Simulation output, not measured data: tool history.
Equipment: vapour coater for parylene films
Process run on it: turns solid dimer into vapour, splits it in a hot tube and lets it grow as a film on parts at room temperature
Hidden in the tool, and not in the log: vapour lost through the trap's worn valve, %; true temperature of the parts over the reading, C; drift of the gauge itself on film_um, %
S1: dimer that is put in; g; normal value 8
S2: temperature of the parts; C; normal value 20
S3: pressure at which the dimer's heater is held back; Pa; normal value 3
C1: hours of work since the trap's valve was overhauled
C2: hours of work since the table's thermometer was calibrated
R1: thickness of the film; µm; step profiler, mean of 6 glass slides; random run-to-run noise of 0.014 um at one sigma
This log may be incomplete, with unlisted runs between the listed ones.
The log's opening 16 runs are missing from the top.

run 17 hour=741.2 | S1=4 S2=20 S3=3 | C1=225 C2=1645 | R1=0.72
run 18 hour=782.1 | S1=10 S2=20 S3=3 | C1=261 C2=1682 | R1=1.81
run 19 hour=839.4 | S1=8 S2=20 S3=3 | C1=312 C2=1733 | R1=1.41
run 20 hour=880.8 | S1=8 S2=13 S3=3 | C1=349 C2=1769 | R1=2
run 21 hour=941.5 | S1=8 S2=13 S3=3 | C1=403 C2=1823 | R1=1.97
-- hour=997.2 trap's valve overhauled
run 22 hour=997.7 | S1=8 S2=18 S3=5.24 | C1=0 C2=1870 | R1=1.38
run 23 hour=1042.5 | S1=3 S2=20 S3=3 | C1=40 C2=1910 | R1=0.52
run 24 hour=1071.8 | S1=12 S2=20 S3=2.56 | C1=66 C2=1936 | R1=2.2
run 25 hour=1120.8 | S1=12 S2=20 S3=2.56 | C1=110 C2=1979 | R1=2.17
run 26 hour=1185.5 | S1=9 S2=25 S3=2.56 | C1=167 C2=2037 | R1=1.32
run 27 hour=1232.8 | S1=9 S2=25 S3=2.56 | C1=209 C2=2079 | R1=1.31
run 28 hour=1269.5 | S1=7 S2=25 S3=2.56 | C1=242 C2=2111 | R1=1.01
run 29 hour=1312.3 | S1=7 S2=25 S3=2.56 | C1=280 C2=2149 | R1=0.99
run 30 hour=1372.8 | S1=9 S2=25 S3=6.11 | C1=334 C2=2203 | R1=1.08
run 31 hour=1410.9 | S1=5 S2=24 S3=6.12 | C1=368 C2=2237 | R1=0.64
-- hour=1447 table's thermometer calibrated
run 32 hour=1467.6 | S1=5 S2=24 S3=6.12 | C1=417 C2=18 | R1=0.64
-- hour=1505.2 trap's valve overhauled
run 33 hour=1518.2 | S1=10 S2=20 S3=10.23 | C1=12 C2=60 | R1=1.4
run 34 hour=1578.6 | S1=10 S2=15 S3=10.55 | C1=65 C2=113 | R1=1.76
run 35 hour=1612.3 | S1=10 S2=15 S3=10.55 | C1=95 C2=143 | R1=1.71
run 36 hour=1650.1 | S1=10 S2=15 S3=10.55 | C1=129 C2=177 | R1=1.76
run 37 hour=1706.8 | S1=10 S2=15 S3=10.55 | C1=179 C2=227 | R1=1.71
run 38 hour=1733.4 | S1=10 S2=15 S3=10.55 | C1=203 C2=251 | R1=1.73
run 39 hour=1797.8 | S1=10 S2=25 S3=4.76 | C1=260 C2=308 | R1=1.26
run 40 hour=1826.7 | S1=8 S2=20 S3=10.69 | C1=286 C2=334 | R1=1.1
run 41 hour=1864.8 | S1=7 S2=13 S3=4.57 | C1=320 C2=368 | R1=1.59

Each row is a separate what-if for the run after 41, all from the same tool condition, not one after another. Results?
run A hour=1925.3 | S1=8 S2=20 S3=4.65 | C1=373 C2=422 | R1=?
run B hour=1925.3 | S1=13 S2=18 S3=3 | C1=373 C2=422 | R1=?
run C hour=1925.3 | S1=7 S2=13 S3=4.57 | C1=373 C2=422 | R1=?
run D hour=1925.3 | S1=8 S2=20 S3=2.51 | C1=373 C2=422 | R1=?
run E hour=1925.3 | S1=8 S2=16 S3=3 | C1=373 C2=422 | R1=?

run=A R1=1.32
run=B R1=2.54
run=C R1=1.58
run=D R1=1.49
run=E R1=1.72
Without the tool's unlogged condition, the same runs would have read:
run=A R1=1.32
run=B R1=2.54
run=C R1=1.59
run=D R1=1.49
run=E R1=1.72
